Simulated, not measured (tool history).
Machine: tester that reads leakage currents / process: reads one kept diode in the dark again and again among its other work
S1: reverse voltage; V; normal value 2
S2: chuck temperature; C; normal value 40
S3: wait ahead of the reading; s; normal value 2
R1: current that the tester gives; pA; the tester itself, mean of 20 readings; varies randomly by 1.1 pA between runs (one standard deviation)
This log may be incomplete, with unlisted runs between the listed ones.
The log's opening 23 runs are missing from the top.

Run 24, hour 3953.9: usual settings but S1 3.49 V, S2 56 C. Result: R1 1627.02 pA.
Run 25, hour 4157.3: usual settings but S1 3.49 V, S2 56 C. Result: R1 1626.06 pA.
Run 26, hour 4312.6: usual settings but S1 5.25 V, S2 25 C, S3 5.64 s. Result: R1 146.77 pA.
Run 27, hour 4465.9: usual settings but S1 5.25 V, S2 25 C, S3 5.64 s. Result: R1 148.04 pA.
Run 28, hour 4702.2: usual settings but S1 5.25 V, S2 25 C, S3 5.64 s. Result: R1 148.39 pA.
Run 29, hour 4838.2: usual settings but S1 5.25 V, S2 25 C, S3 5.64 s. Result: R1 149.13 pA.
Run 30, hour 4950.5: usual settings but S1 5.25 V, S2 42 C, S3 5.08 s. Result: R1 633.17 pA.
Run 31, hour 5133.9: usual settings but S1 3.57 V, S2 21 C, S3 9.96 s. Result: R1 90.94 pA.
Run 32, hour 5235.8: usual settings but S2 47 C, S3 4.94 s. Result: R1 674.69 pA.
Run 33, hour 5433.6: usual settings but S1 6.05 V, S2 46 C, S3 0.33 s. Result: R1 933.65 pA.
Run 34, hour 5616: usual settings but S1 6.05 V, S2 46 C, S3 0.33 s. Result: R1 940.61 pA.
Run 35, hour 5844.6: usual settings but S1 6.05 V, S2 46 C, S3 0.33 s. Result: R1 941.44 pA.
Run 36, hour 5940.8: usual settings but S1 6.05 V, S2 46 C, S3 0.33 s. Result: R1 942.41 pA.
Run 37, hour 6079.2: usual settings but S2 23 C, S3 0.89 s. Result: R1 89.43 pA.
At hour 6152.8: chuck's temperature calibrated.
Run 38, hour 6306.3: usual settings but S2 23 C, S3 0.89 s. Result: R1 82.25 pA.
Run 39, hour 6459.5: usual settings but S2 23 C, S3 0.89 s. Result: R1 83.21 pA.

4 ways to go on from here, each from the tool as it stands after run 39. What would each give?
Run A, hour 6667: usual settings but S2 22 C, S3 9.22 s. Result: R1 ?.
Run B, hour 6667: usual settings but S2 31 C, S3 8.5 s. Result: R1 ?.
Run C, hour 6667: usual settings but S2 23 C, S3 4.34 s. Result: R1 ?.
Run D, hour 6667: usual settings but S2 33 C. Result: R1 ?.

run      R1
  A   75.57
  B  166.91
  C   82.59
  D   198.5
What these runs would have given with no unlogged condition in the tool:
run      R1
  A   69.69
  B  159.86
  C   76.61
  D  191.06

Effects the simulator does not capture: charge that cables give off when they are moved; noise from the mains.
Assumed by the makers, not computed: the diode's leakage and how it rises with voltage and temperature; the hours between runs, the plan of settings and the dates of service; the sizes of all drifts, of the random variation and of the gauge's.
